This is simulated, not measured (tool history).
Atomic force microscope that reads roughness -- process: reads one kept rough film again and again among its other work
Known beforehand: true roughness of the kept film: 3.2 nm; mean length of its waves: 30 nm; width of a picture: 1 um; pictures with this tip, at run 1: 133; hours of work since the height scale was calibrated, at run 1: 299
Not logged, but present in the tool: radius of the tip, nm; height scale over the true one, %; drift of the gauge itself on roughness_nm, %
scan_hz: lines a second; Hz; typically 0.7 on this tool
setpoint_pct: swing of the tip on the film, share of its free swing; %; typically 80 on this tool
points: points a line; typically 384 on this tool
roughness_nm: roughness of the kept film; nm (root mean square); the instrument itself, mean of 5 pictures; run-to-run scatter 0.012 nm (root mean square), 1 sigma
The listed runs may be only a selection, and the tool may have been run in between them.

| run | hour | scan_hz | setpoint_pct | points | pictures with this tip | hours of work since the height scale was calibrated | roughness_nm |
|---|---|---|---|---|---|---|---|
| 1 | 0 | 0.7 | 80 | 384 | 133 | 299 | 2.608 |
| 2 | 17.6 | 0.7 | 80 | 384 | 154 | 308 | 2.595 |
| 3 | 28.3 | 0.7 | 80 | 384 | 166 | 314 | 2.56 |
| 4 | 37 | 0.7 | 80 | 384 | 176 | 318 | 2.558 |
| 5 | 53.5 | 0.7 | 80 | 384 | 195 | 327 | 2.553 |
| 6 | 71.6 | 0.7 | 80 | 384 | 215 | 336 | 2.511 |
| 7 | 83 | 0.7 | 80 | 384 | 229 | 342 | 2.487 |
| 8 | 101.9 | 0.7 | 80 | 384 | 250 | 352 | 2.495 |
| 9 | 118.1 | 0.7 | 79 | 445 | 269 | 360 | 2.459 |
|  | 126.9 | new tip fitted |
| 10 | 127.2 | 0.75 | 80 | 384 | 1 | 365 | 2.8 |
| 11 | 144.3 | 0.75 | 80 | 384 | 20 | 374 | 2.764 |

Run 12 is up next; what results do you expect?
| 12 | 161 | 0.75 | 80 | 384 | 40 | 382 | ? |

{"run 12": {"roughness_nm": 2.768}}
Had the tool carried no hidden state, the very same run would have given roughness_nm 2.841 nm (root mean square).
